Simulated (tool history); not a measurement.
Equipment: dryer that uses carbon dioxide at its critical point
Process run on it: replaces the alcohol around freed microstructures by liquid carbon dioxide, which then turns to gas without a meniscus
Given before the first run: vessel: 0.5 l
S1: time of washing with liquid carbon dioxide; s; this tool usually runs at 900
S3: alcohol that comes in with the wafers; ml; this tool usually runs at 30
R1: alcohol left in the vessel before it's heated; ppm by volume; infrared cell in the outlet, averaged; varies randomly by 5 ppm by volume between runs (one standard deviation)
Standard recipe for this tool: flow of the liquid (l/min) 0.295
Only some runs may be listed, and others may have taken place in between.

Run 1, hour 0: usual settings. Result: R1 80 ppm by volume.
Run 2, hour 37.2: usual settings. Result: R1 93 ppm by volume.
Run 3, hour 89.8: usual settings. Result: R1 104 ppm by volume.
Run 4, hour 120.4: usual settings. Result: R1 115 ppm by volume.
Run 5, hour 157.2: usual settings. Result: R1 138 ppm by volume.
At hour 199.2: inlet filter changed.
Run 6, hour 200: usual settings. Result: R1 118 ppm by volume.
Run 7, hour 248.2: usual settings. Result: R1 135 ppm by volume.
Run 8, hour 291.5: usual settings. Result: R1 147 ppm by volume.
Run 9, hour 336.7: usual settings. Result: R1 158 ppm by volume.
Run 10, hour 385.7: usual settings. Result: R1 181 ppm by volume.
Run 11, hour 417.9: usual settings. Result: R1 181 ppm by volume.
Run 12, hour 482.4: usual settings but S3 78 ml. Result: R1 239 ppm by volume.
At hour 511.5: inlet filter changed.
Run 13, hour 530.3: usual settings but S3 78 ml. Result: R1 240 ppm by volume.
Run 14, hour 583.4: usual settings but S3 78 ml. Result: R1 245 ppm by volume.
Run 15, hour 615.1: usual settings but S1 1200 s. Result: R1 222 ppm by volume.
Run 16, hour 654.9: usual settings but flow of the liquid (l/min) 0.183. Result: R1 670 ppm by volume.
Run 17, hour 716.4: usual settings but flow of the liquid (l/min) 0.183. Result: R1 711 ppm by volume.
Run 18, hour 778.6: usual settings but flow of the liquid (l/min) 0.183. Result: R1 770 ppm by volume.
Run 19, hour 808.5: usual settings but S1 660 s. Result: R1 455 ppm by volume.
At hour 823.9: inlet filter changed.
Run 20, hour 836.5: usual settings but S1 660 s. Result: R1 386 ppm by volume.
Run 21, hour 873.1: usual settings. Result: R1 304 ppm by volume.
At hour 880.4: purifier's bed changed.
Run 22, hour 936: usual settings but flow of the liquid (l/min) 0.422. Result: R1 24 ppm by volume.
Run 23, hour 999.4: usual settings but flow of the liquid (l/min) 0.422. Result: R1 34 ppm by volume.
Run 24, hour 1032.9: usual settings but flow of the liquid (l/min) 0.422. Result: R1 45 ppm by volume.
Run 25, hour 1097.4: usual settings but S1 540 s, flow of the liquid (l/min) 0.196, S3 56 ml. Result: R1 5213 ppm by volume.
At hour 1139.4: inlet filter changed.
Run 26, hour 1162.2: usual settings but S1 1140 s, flow of the liquid (l/min) 0.369, S3 48 ml. Result: R1 72 ppm by volume.
Run 27, hour 1217.9: usual settings but S1 840 s. Result: R1 117 ppm by volume.
Run 28, hour 1249.9: usual settings but S1 840 s, flow of the liquid (l/min) 0.481, S3 32 ml. Result: R1 103 ppm by volume.
Run 29, hour 1305.8: usual settings but S1 1080 s, flow of the liquid (l/min) 0.241, S3 92 ml. Result: R1 174 ppm by volume.
Run 30, hour 1359: usual settings but S1 540 s. Result: R1 632 ppm by volume.
Run 31, hour 1401.2: usual settings but S1 720 s, flow of the liquid (l/min) 0.209, S3 36 ml. Result: R1 1061 ppm by volume.
At hour 1451.1: inlet filter changed.
Run 32, hour 1457.1: usual settings but S1 720 s, flow of the liquid (l/min) 0.179, S3 28 ml. Result: R1 1182 ppm by volume.
Run 33, hour 1521.8: usual settings but S1 1140 s, flow of the liquid (l/min) 0.179, S3 116 ml. Result: R1 627 ppm by volume.
Run 34, hour 1550.1: usual settings but S1 1140 s, flow of the liquid (l/min) 0.179, S3 116 ml. Result: R1 661 ppm by volume.
Run 35, hour 1587.2: usual settings but S1 1200 s, flow of the liquid (l/min) 0.459. Result: R1 179 ppm by volume.
Run 36, hour 1638.8: usual settings but S1 960 s, flow of the liquid (l/min) 0.357. Result: R1 191 ppm by volume.
Run 37, hour 1666.7: usual settings but S1 600 s, flow of the liquid (l/min) 0.233, S3 96 ml. Result: R1 3172 ppm by volume.
Run 38, hour 1709.5: usual settings but S1 600 s, flow of the liquid (l/min) 0.233, S3 96 ml. Result: R1 3472 ppm by volume.
Run 39, hour 1756: usual settings but S1 600 s, flow of the liquid (l/min) 0.309, S3 80 ml. Result: R1 951 ppm by volume.
At hour 1764.3: inlet filter changed.
Run 40, hour 1801.4: usual settings but S1 660 s, flow of the liquid (l/min) 0.309, S3 80 ml. Result: R1 497 ppm by volume.
Run 41, hour 1828.2: usual settings but S1 660 s, flow of the liquid (l/min) 0.24. Result: R1 683 ppm by volume.
Run 42, hour 1868.4: usual settings but S1 660 s, flow of the liquid (l/min) 0.226. Result: R1 874 ppm by volume.
Run 43, hour 1913.6: usual settings but S1 780 s, flow of the liquid (l/min) 0.395, S3 96 ml. Result: R1 286 ppm by volume.
Run 44, hour 1958.8: usual settings but S1 1200 s, S3 43 ml. Result: R1 272 ppm by volume.
At hour 2008.7: purifier's bed changed.
Run 45, hour 2011.5: usual settings but S1 1200 s, S3 43 ml. Result: R1 12 ppm by volume.
Run 46, hour 2042.3: usual settings but S1 660 s, flow of the liquid (l/min) 0.29, S3 51 ml. Result: R1 394 ppm by volume.
Run 47, hour 2074: usual settings but S1 1200 s, flow of the liquid (l/min) 0.29, S3 81 ml. Result: R1 31 ppm by volume.

Measured minus without-hidden-state, run by run (identical run-to-run variation in each term; gauge scatter may differ):
Unlogged tool condition in this case: flow that reaches the vessel past the clogged filter, %; alcohol in the recycled carbon dioxide, ppm; drift of the gauge itself on alcohol_ppm, %.
run     R1
  1    +60
  2    +70
  3    +87
  4    +96
  5   +111
  6   +108
  7   +120
  8   +134
  9   +146
 10   +161
 11   +170
 12   +206
 13   +194
 14   +207
 15   +211
 16   +307
 17   +357
 18   +412
 19   +333
 20   +269
 21   +284
 22    +13
 23    +28
 24    +38
 25  +1163
 26    +67
 27    +87
 28    +94
 29   +124
 30   +255
 31   +402
 32   +167
 33   +222
 34   +252
 35   +174
 36   +191
 37   +883
 38  +1082
 39   +500
 40   +251
 41   +278
 42   +328
 43   +269
 44   +267
 45     +4
 46   +153
 47    +22

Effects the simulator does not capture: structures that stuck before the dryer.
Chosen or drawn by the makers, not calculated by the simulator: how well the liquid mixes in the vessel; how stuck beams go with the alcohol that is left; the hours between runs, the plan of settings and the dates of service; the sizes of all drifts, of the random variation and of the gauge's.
